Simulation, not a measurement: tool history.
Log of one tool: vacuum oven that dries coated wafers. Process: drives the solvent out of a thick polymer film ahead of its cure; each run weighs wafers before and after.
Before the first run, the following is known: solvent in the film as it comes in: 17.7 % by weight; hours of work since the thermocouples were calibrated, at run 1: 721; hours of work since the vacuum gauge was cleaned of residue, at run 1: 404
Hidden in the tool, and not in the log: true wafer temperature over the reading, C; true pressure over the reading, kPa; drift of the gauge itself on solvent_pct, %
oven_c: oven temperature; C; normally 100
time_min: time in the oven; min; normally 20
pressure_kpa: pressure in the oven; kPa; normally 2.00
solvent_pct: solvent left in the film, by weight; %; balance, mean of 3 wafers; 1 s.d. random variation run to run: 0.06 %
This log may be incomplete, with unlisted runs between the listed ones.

| run | hour | oven_c | time_min | pressure_kpa | hours of work since the thermocouples were calibrated | hours of work since the vacuum gauge was cleaned of residue | solvent_pct |
|---|---|---|---|---|---|---|---|
| 1 | 0.0 | 100 | 20 | 2.00 | 721 | 404 | 3.38 |
| 2 | 10.6 | 100 | 20 | 2.00 | 729 | 412 | 3.25 |
| 3 | 25.5 | 100 | 33 | 2.00 | 741 | 424 | 1.59 |
| 4 | 36.0 | 100 | 20 | 2.00 | 749 | 432 | 3.32 |
| 5 | 44.1 | 100 | 20 | 2.00 | 755 | 438 | 3.30 |
| 6 | 54.3 | 108 | 20 | 2.00 | 763 | 446 | 1.37 |
| 7 | 70.6 | 108 | 20 | 2.00 | 776 | 459 | 1.45 |
| 8 | 84.0 | 108 | 20 | 2.00 | 787 | 470 | 1.51 |
| 9 | 98.2 | 108 | 20 | 2.00 | 798 | 481 | 1.56 |
| 10 | 115.3 | 100 | 20 | 2.00 | 811 | 494 | 3.29 |
| 11 | 128.0 | 100 | 20 | 2.00 | 821 | 504 | 3.22 |
| 12 | 142.5 | 100 | 20 | 2.00 | 833 | 515 | 3.28 |
| 13 | 155.3 | 89 | 14 | 2.96 | 843 | 525 | 8.86 |
| 14 | 162.6 | 89 | 14 | 2.96 | 848 | 531 | 8.72 |
| 15 | 170.8 | 89 | 14 | 2.96 | 855 | 538 | 8.88 |
| 16 | 182.7 | 93 | 20 | 3.60 | 864 | 547 | 6.07 |
| 17 | 199.6 | 93 | 20 | 3.60 | 877 | 560 | 6.05 |
| 18 | 207.3 | 100 | 22 | 1.70 | 883 | 566 | 2.86 |
| 19 | 225.1 | 100 | 26 | 2.00 | 897 | 580 | 2.24 |

Consider 5 possible next runs. They are alternatives, not a sequence: every one starts from the tool as it was left by run 19. What does each give?
| A | 237.9 | 111 | 20 | 7.24 | 907 | 590 | ? |
| B | 237.9 | 100 | 19 | 3.72 | 907 | 590 | ? |
| C | 237.9 | 114 | 22 | 1.56 | 907 | 590 | ? |
| D | 237.9 | 92 | 10 | 2.00 | 907 | 590 | ? |
| E | 237.9 | 93 | 20 | 2.94 | 907 | 590 | ? |

| run | solvent_pct |
|---|---|
| A | 2.16 |
| B | 4.03 |
| C | 0.54 |
| D | 9.21 |
| E | 5.87 |
The same runs, with their run-to-run variation unchanged, on a tool lacking any hidden condition would have given:
| run | solvent_pct |
|---|---|
| A | 2.19 |
| B | 4.08 |
| C | 0.54 |
| D | 9.26 |
| E | 5.93 |
